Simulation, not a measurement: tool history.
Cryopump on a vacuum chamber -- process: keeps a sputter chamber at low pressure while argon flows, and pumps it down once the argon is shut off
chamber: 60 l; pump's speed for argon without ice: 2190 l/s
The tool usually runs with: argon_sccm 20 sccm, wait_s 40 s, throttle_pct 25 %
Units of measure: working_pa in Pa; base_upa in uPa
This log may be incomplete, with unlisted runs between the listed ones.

{"run": 1, "hour": 0.0, "argon_sccm": 20, "wait_s": 40, "throttle_pct": 25, "working_pa": 0.0639, "base_upa": 2.38}
{"run": 2, "hour": 15.5, "argon_sccm": 20, "wait_s": 40, "throttle_pct": 25, "working_pa": 0.0649, "base_upa": 2.39}
{"run": 3, "hour": 35.0, "argon_sccm": 20, "wait_s": 40, "throttle_pct": 25, "working_pa": 0.0639, "base_upa": 2.41}
{"run": 4, "hour": 72.5, "argon_sccm": 20, "wait_s": 40, "throttle_pct": 25, "working_pa": 0.0651, "base_upa": 2.39}
{"hour": 88.2, "done": "leaking fittings of the chamber tightened, without venting"}
{"hour": 104.3, "done": "pump warmed up, emptied and cooled again"}
{"run": 5, "hour": 104.3, "argon_sccm": 20, "wait_s": 40, "throttle_pct": 25, "working_pa": 0.0616, "base_upa": 1.66}
{"run": 6, "hour": 135.5, "argon_sccm": 20, "wait_s": 40, "throttle_pct": 25, "working_pa": 0.0623, "base_upa": 1.66}
{"run": 7, "hour": 168.5, "argon_sccm": 20, "wait_s": 40, "throttle_pct": 25, "working_pa": 0.0617, "base_upa": 1.68}
{"run": 8, "hour": 193.2, "argon_sccm": 9, "wait_s": 40, "throttle_pct": 25, "working_pa": 0.0281, "base_upa": 1.65}
{"run": 9, "hour": 212.6, "argon_sccm": 9, "wait_s": 40, "throttle_pct": 25, "working_pa": 0.0286, "base_upa": 1.64}
{"run": 10, "hour": 243.7, "argon_sccm": 17, "wait_s": 40, "throttle_pct": 25, "working_pa": 0.0534, "base_upa": 1.67}
{"run": 11, "hour": 271.1, "argon_sccm": 17, "wait_s": 40, "throttle_pct": 25, "working_pa": 0.0533, "base_upa": 1.68}
{"run": 12, "hour": 299.6, "argon_sccm": 40, "wait_s": 35, "throttle_pct": 25, "working_pa": 0.1266, "base_upa": 1.87}
{"run": 13, "hour": 315.7, "argon_sccm": 40, "wait_s": 35, "throttle_pct": 25, "working_pa": 0.1274, "base_upa": 1.93}
{"run": 14, "hour": 339.7, "argon_sccm": 29, "wait_s": 35, "throttle_pct": 25, "working_pa": 0.0928, "base_upa": 1.83}
{"run": 15, "hour": 367.3, "argon_sccm": 29, "wait_s": 35, "throttle_pct": 25, "working_pa": 0.0924, "base_upa": 1.89}
{"run": 16, "hour": 383.8, "argon_sccm": 29, "wait_s": 35, "throttle_pct": 25, "working_pa": 0.0924, "base_upa": 1.94}
{"run": 17, "hour": 419.2, "argon_sccm": 26, "wait_s": 220, "throttle_pct": 46, "working_pa": 0.0465, "base_upa": 0.48}
{"run": 18, "hour": 442.1, "argon_sccm": 35, "wait_s": 40, "throttle_pct": 36, "working_pa": 0.0793, "base_upa": 1.7}
{"run": 19, "hour": 469.4, "argon_sccm": 35, "wait_s": 40, "throttle_pct": 36, "working_pa": 0.0802, "base_upa": 1.78}
{"run": 20, "hour": 502.0, "argon_sccm": 25, "wait_s": 40, "throttle_pct": 58, "working_pa": 0.0373, "base_upa": 1.77}
{"run": 21, "hour": 530.0, "argon_sccm": 20, "wait_s": 228, "throttle_pct": 57, "working_pa": 0.0305, "base_upa": 0.49}

How would selected steps in working_pa from run to run divide? Give the signed amount a tool lacking its hidden state would still show from settings, what came in and random variation, and the signed amount left for the hidden state, including any gauge scatter that is not in both of the compared results.
What the log doesn't record here: pump's speed, % of a pump's without ice; cold plate's temperature, K; leak into the chamber, uPa l/s; drift of the gauge itself on working_pa, %; drift of the gauge itself on base_upa, %.
Run 4 -> 5: leaking fittings of the chamber tightened, without venting, pump warmed up, emptied and cooled again. working_pa -0.0035 Pa: hidden state -0.0033, all else -0.0002.
Run 11 -> 12: argon_sccm 17 -> 40, wait_s 40 -> 35. working_pa +0.0733 Pa: hidden state +0.0021, all else +0.0712.
Run 16 -> 17: argon_sccm 29 -> 26, wait_s 35 -> 220, throttle_pct 25 -> 46. working_pa -0.0459 Pa: hidden state +0.0000, all else -0.0459.
